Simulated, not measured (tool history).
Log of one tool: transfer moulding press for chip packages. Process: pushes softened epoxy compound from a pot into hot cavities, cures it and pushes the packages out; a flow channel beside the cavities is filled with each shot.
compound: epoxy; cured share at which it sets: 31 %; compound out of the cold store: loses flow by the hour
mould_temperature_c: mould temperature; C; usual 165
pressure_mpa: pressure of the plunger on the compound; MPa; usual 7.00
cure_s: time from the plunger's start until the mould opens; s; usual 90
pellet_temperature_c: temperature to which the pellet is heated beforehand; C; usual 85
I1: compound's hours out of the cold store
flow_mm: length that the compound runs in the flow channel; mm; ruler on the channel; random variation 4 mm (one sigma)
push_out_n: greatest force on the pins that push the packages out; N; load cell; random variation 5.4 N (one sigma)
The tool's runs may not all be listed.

{"run": 1, "day": 0.0, "mould_temperature_c": 165, "pressure_mpa": 7.0, "cure_s": 90, "pellet_temperature_c": 85, "I1": 8.6, "flow_mm": 615, "push_out_n": 181}
{"run": 2, "day": 0.692, "mould_temperature_c": 165, "pressure_mpa": 7.0, "cure_s": 90, "pellet_temperature_c": 77, "I1": 47.4, "flow_mm": 554, "push_out_n": 257}
{"run": 3, "day": 1.938, "mould_temperature_c": 166, "pressure_mpa": 7.0, "cure_s": 90, "pellet_temperature_c": 85, "I1": 35.7, "flow_mm": 564, "push_out_n": 300}
{"day": 3.171, "done": "cavities cleaned with cleaning compound and waxed"}
{"run": 4, "day": 3.3, "mould_temperature_c": 165, "pressure_mpa": 7.0, "cure_s": 90, "pellet_temperature_c": 85, "I1": 44.5, "flow_mm": 558, "push_out_n": 207}
{"run": 5, "day": 3.983, "mould_temperature_c": 165, "pressure_mpa": 7.0, "cure_s": 90, "pellet_temperature_c": 85, "I1": 33.9, "flow_mm": 567, "push_out_n": 278}
{"run": 6, "day": 5.204, "mould_temperature_c": 165, "pressure_mpa": 7.0, "cure_s": 90, "pellet_temperature_c": 85, "I1": 16.2, "flow_mm": 597, "push_out_n": 351}
{"day": 6.321, "done": "cavities cleaned with cleaning compound and waxed"}
{"run": 7, "day": 6.483, "mould_temperature_c": 165, "pressure_mpa": 7.0, "cure_s": 90, "pellet_temperature_c": 85, "I1": 34.6, "flow_mm": 567, "push_out_n": 207}
{"run": 8, "day": 7.725, "mould_temperature_c": 163, "pressure_mpa": 7.0, "cure_s": 90, "pellet_temperature_c": 85, "I1": 17.5, "flow_mm": 596, "push_out_n": 345}
{"run": 9, "day": 8.992, "mould_temperature_c": 163, "pressure_mpa": 7.0, "cure_s": 90, "pellet_temperature_c": 85, "I1": 14.6, "flow_mm": 598, "push_out_n": 385}
{"day": 9.467, "done": "cavities cleaned with cleaning compound and waxed"}
{"run": 10, "day": 9.7, "mould_temperature_c": 163, "pressure_mpa": 7.0, "cure_s": 90, "pellet_temperature_c": 85, "I1": 42.4, "flow_mm": 558, "push_out_n": 231}
{"run": 11, "day": 10.788, "mould_temperature_c": 163, "pressure_mpa": 7.0, "cure_s": 90, "pellet_temperature_c": 85, "I1": 18.9, "flow_mm": 585, "push_out_n": 331}
{"run": 12, "day": 11.558, "mould_temperature_c": 163, "pressure_mpa": 7.0, "cure_s": 90, "pellet_temperature_c": 85, "I1": 41.6, "flow_mm": 564, "push_out_n": 367}
{"run": 13, "day": 12.229, "mould_temperature_c": 164, "pressure_mpa": 7.77, "cure_s": 126, "pellet_temperature_c": 78, "I1": 17.3, "flow_mm": 622, "push_out_n": 315}
{"day": 12.638, "done": "cavities cleaned with cleaning compound and waxed"}
{"run": 14, "day": 13.462, "mould_temperature_c": 164, "pressure_mpa": 7.77, "cure_s": 126, "pellet_temperature_c": 78, "I1": 28.2, "flow_mm": 612, "push_out_n": 244}
{"run": 15, "day": 14.625, "mould_temperature_c": 164, "pressure_mpa": 7.77, "cure_s": 126, "pellet_temperature_c": 78, "I1": 24.9, "flow_mm": 607, "push_out_n": 299}
{"day": 14.925, "done": "plunger's sealing rings changed"}
{"run": 16, "day": 15.792, "mould_temperature_c": 159, "pressure_mpa": 7.42, "cure_s": 96, "pellet_temperature_c": 78, "I1": 42.6, "flow_mm": 601, "push_out_n": 457}
{"day": 15.967, "done": "cavities cleaned with cleaning compound and waxed"}
{"run": 17, "day": 16.733, "mould_temperature_c": 165, "pressure_mpa": 7.0, "cure_s": 103, "pellet_temperature_c": 85, "I1": 45.3, "flow_mm": 576, "push_out_n": 234}
{"day": 17.292, "done": "mould's thermocouples calibrated"}
{"run": 18, "day": 17.35, "mould_temperature_c": 165, "pressure_mpa": 7.0, "cure_s": 103, "pellet_temperature_c": 85, "I1": 35.0, "flow_mm": 583, "push_out_n": 268}
{"run": 19, "day": 18.446, "mould_temperature_c": 165, "pressure_mpa": 8.6, "cure_s": 103, "pellet_temperature_c": 85, "I1": 31.4, "flow_mm": 660, "push_out_n": 326}
{"day": 19.221, "done": "cavities cleaned with cleaning compound and waxed"}
{"run": 20, "day": 19.267, "mould_temperature_c": 163, "pressure_mpa": 6.53, "cure_s": 84, "pellet_temperature_c": 85, "I1": 20.3, "flow_mm": 586, "push_out_n": 210}
{"run": 21, "day": 20.367, "mould_temperature_c": 166, "pressure_mpa": 7.0, "cure_s": 96, "pellet_temperature_c": 85, "I1": 30.1, "flow_mm": 590, "push_out_n": 273}
{"run": 22, "day": 21.608, "mould_temperature_c": 166, "pressure_mpa": 7.0, "cure_s": 96, "pellet_temperature_c": 85, "I1": 46.1, "flow_mm": 574, "push_out_n": 317}
{"day": 22.417, "done": "cavities cleaned with cleaning compound and waxed"}
{"run": 23, "day": 22.55, "mould_temperature_c": 166, "pressure_mpa": 8.62, "cure_s": 85, "pellet_temperature_c": 78, "I1": 36.4, "flow_mm": 644, "push_out_n": 207}

Forecast each of these 4 alternatives for the next run:
{"run": "A", "day": 23.7, "mould_temperature_c": 167, "pressure_mpa": 7.0, "cure_s": 80, "pellet_temperature_c": 83, "I1": 17.2, "flow_mm": "?", "push_out_n": "?"}
{"run": "B", "day": 23.7, "mould_temperature_c": 165, "pressure_mpa": 7.61, "cure_s": 93, "pellet_temperature_c": 80, "I1": 21.6, "flow_mm": "?", "push_out_n": "?"}
{"run": "C", "day": 23.7, "mould_temperature_c": 166, "pressure_mpa": 7.31, "cure_s": 99, "pellet_temperature_c": 78, "I1": 11.2, "flow_mm": "?", "push_out_n": "?"}
{"run": "D", "day": 23.7, "mould_temperature_c": 164, "pressure_mpa": 7.54, "cure_s": 90, "pellet_temperature_c": 82, "I1": 19.1, "flow_mm": "?", "push_out_n": "?"}

run=A flow_mm=610 push_out_n=311
run=B flow_mm=621 push_out_n=281
run=C flow_mm=624 push_out_n=281
run=D flow_mm=628 push_out_n=308
Without the tool's hidden state the same runs would have given:
run=A flow_mm=619 push_out_n=190
run=B flow_mm=630 push_out_n=171
run=C flow_mm=633 push_out_n=174
run=D flow_mm=638 push_out_n=190

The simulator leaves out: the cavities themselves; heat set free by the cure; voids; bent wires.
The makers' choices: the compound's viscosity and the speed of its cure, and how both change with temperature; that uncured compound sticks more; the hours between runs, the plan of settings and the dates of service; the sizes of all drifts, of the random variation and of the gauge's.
